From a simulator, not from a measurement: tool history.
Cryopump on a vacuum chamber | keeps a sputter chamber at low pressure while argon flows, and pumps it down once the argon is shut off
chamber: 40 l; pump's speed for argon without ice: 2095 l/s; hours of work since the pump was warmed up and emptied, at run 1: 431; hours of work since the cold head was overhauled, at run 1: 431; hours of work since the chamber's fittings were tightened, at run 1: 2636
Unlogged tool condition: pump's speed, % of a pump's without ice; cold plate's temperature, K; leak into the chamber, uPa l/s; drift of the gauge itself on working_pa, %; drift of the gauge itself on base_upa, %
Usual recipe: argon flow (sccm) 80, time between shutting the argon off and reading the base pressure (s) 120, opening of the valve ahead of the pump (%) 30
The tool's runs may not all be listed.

run   hour  argon flow (sccm)  time between shutting the argon off and reading the base pressure (s)  opening of the valve ahead of the pump (%)  hours of work since the pump was warmed up and emptied  hours of work since the cold head was overhauled  hours of work since the chamber's fittings were tightened  pressure while argon flows (Pa)  pressure after the wait (uPa)
  1      0                 80                                                                    120                                          30                                                     431                                               431                                                       2636                            0.222                           1.77
  2   13.7                 80                                                                    120                                          30                                                     442                                               442                                                       2646                           0.2206                           1.82
  3   28.8                 80                                                                    120                                          30                                                     454                                               454                                                       2658                           0.2217                           1.79
  4   38.9                 80                                                                    120                                          30                                                     462                                               462                                                       2666                           0.2233                           1.89
  5   51.1                 80                                                                    120                                          30                                                     471                                               471                                                       2676                           0.2214                           1.82
  6   67.1                 80                                                                    120                                          30                                                     484                                               484                                                       2689                           0.2246                           1.85
  7   83.2                 80                                                                    120                                          30                                                     497                                               497                                                       2702                           0.2228                           1.86
  8   98.2                 80                                                                    120                                          30                                                     509                                               509                                                       2713                           0.2214                            1.9
  9  106.6                 80                                                                    120                                          30                                                     515                                               515                                                       2720                           0.2221                           1.88
 10  116.5                 80                                                                    236                                          30                                                     523                                               523                                                       2728                           0.2239                            1.8
 11  128.8                 80                                                                    120                                          30                                                     533                                               533                                                       2738                            0.225                            1.9
 12  136.5                 80                                                                    120                                          30                                                     539                                               539                                                       2744                           0.2225                           1.95
 13  151.7                 80                                                                    120                                          30                                                     551                                               551                                                       2756                           0.2243                           1.95
 14  162.9                 80                                                                    120                                          30                                                     560                                               560                                                       2765                           0.2232                           1.96
 15  177.4                 80                                                                    120                                          30                                                     572                                               572                                                       2776                           0.2238                           1.97
 16  191.4                 80                                                                    120                                          30                                                     583                                               583                                                       2787                           0.2242                           1.96
 17  202.6                 80                                                                    120                                          30                                                     592                                               592                                                       2796                           0.2242                           2.01
 18  210.7                 54                                                                     68                                          30                                                     598                                               598                                                       2803                           0.1522                           2.03
 19  222.3                 54                                                                     68                                          30                                                     607                                               607                                                       2812                            0.152                           2.18
 20  238.8                 54                                                                    211                                          30                                                     620                                               620                                                       2825                           0.1514                            1.9
 21  254.4                 59                                                                    120                                          30                                                     633                                               633                                                       2837                           0.1663                           1.95

Run 22 is up next; what results do you expect?
 22  265.2                 52                                                                     49                                          24                                                     641                                               641                                                       2846                                ?                              ?

pressure while argon flows (Pa): 0.1821
pressure after the wait (uPa): 2.28
Take away the tool's hidden state, keep the run-to-run variation as it was, and the same run would have given pressure while argon flows (Pa) 0.1754, pressure after the wait (uPa) 0.54.

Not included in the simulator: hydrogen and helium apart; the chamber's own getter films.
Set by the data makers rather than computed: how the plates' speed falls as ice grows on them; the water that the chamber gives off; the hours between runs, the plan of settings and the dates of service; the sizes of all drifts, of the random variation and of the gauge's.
